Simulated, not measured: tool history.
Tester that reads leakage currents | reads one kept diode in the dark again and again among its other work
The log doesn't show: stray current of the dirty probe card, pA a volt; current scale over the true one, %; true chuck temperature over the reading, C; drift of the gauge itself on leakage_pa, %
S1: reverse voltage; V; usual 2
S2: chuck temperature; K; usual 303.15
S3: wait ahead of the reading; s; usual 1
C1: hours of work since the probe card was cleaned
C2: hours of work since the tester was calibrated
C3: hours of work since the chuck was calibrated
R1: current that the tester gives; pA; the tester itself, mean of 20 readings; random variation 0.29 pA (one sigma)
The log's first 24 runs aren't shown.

Run 25, hour 680: usual settings but S1 13.11 V, S2 328.15 K, S3 1.27 s; C1 1248; C2 681; C3 1669. Result: R1 1586.82 pA.
Run 26, hour 707.8: usual settings but S1 13.11 V, S2 328.15 K, S3 1.27 s; C1 1269; C2 702; C3 1690. Result: R1 1593.92 pA.
Run 27, hour 738.5: usual settings but S1 13.11 V, S2 328.15 K, S3 1.34 s; C1 1292; C2 725; C3 1713. Result: R1 1595.15 pA.
Run 28, hour 757.3: usual settings but S1 13.11 V, S2 328.15 K, S3 1.34 s; C1 1307; C2 739; C3 1727. Result: R1 1594.79 pA.
Run 29, hour 786.2: usual settings but S1 13.11 V, S2 328.15 K, S3 1.34 s; C1 1329; C2 761; C3 1749. Result: R1 1589.01 pA.
At hour 802.8: probe card cleaned and baked.
Run 30, hour 825: usual settings but S2 294.15 K; C1 17; C2 788; C3 1776. Result: R1 46.29 pA.
Run 31, hour 845.4: usual settings but S2 294.15 K; C1 32; C2 804; C3 1792. Result: R1 46.35 pA.
Run 32, hour 885.8: usual settings but S1 5 V, S2 301.15 K, S3 1.1 s; C1 63; C2 835; C3 1823. Result: R1 130.5 pA.
Run 33, hour 915.1: usual settings but S1 5 V, S2 301.15 K, S3 1.1 s; C1 85; C2 857; C3 1845. Result: R1 130.48 pA.
Run 34, hour 940.5: usual settings but S1 5 V, S2 301.15 K, S3 1.1 s; C1 105; C2 876; C3 1864. Result: R1 130.55 pA.
Run 35, hour 973: usual settings but S1 3.11 V, S2 299.15 K, S3 0.6 s; C1 129; C2 901; C3 1889. Result: R1 87.77 pA.
Run 36, hour 1002.2: usual settings but S1 1.69 V, S2 298.15 K, S3 5.35 s; C1 151; C2 923; C3 1911. Result: R1 60.17 pA.
Run 37, hour 1041.8: usual settings but S1 1.15 V, S2 319.15 K, S3 2.15 s; C1 181; C2 953; C3 1941. Result: R1 257.6 pA.

Forecast each of these 4 alternatives for the next run:
Run A, hour 1067.5: usual settings but S1 9.33 V, S2 300.15 K, S3 0.35 s; C1 201; C2 973; C3 1960. Result: R1 ?.
Run B, hour 1067.5: usual settings but S1 1.46 V, S2 316.15 K, S3 3.69 s; C1 201; C2 973; C3 1960. Result: R1 ?.
Run C, hour 1067.5: usual settings but S1 3.67 V, S2 299.15 K, S3 1.55 s; C1 201; C2 973; C3 1960. Result: R1 ?.
Run D, hour 1067.5: usual settings but S1 1.15 V, S2 314.15 K, S3 2.96 s; C1 201; C2 973; C3 1960. Result: R1 ?.

run      R1
  A  167.37
  B  230.55
  C   95.68
  D  178.03
Without the tool's hidden state the same runs would have given:
run      R1
  A  158.09
  B  221.25
  C   90.67
  D  170.75
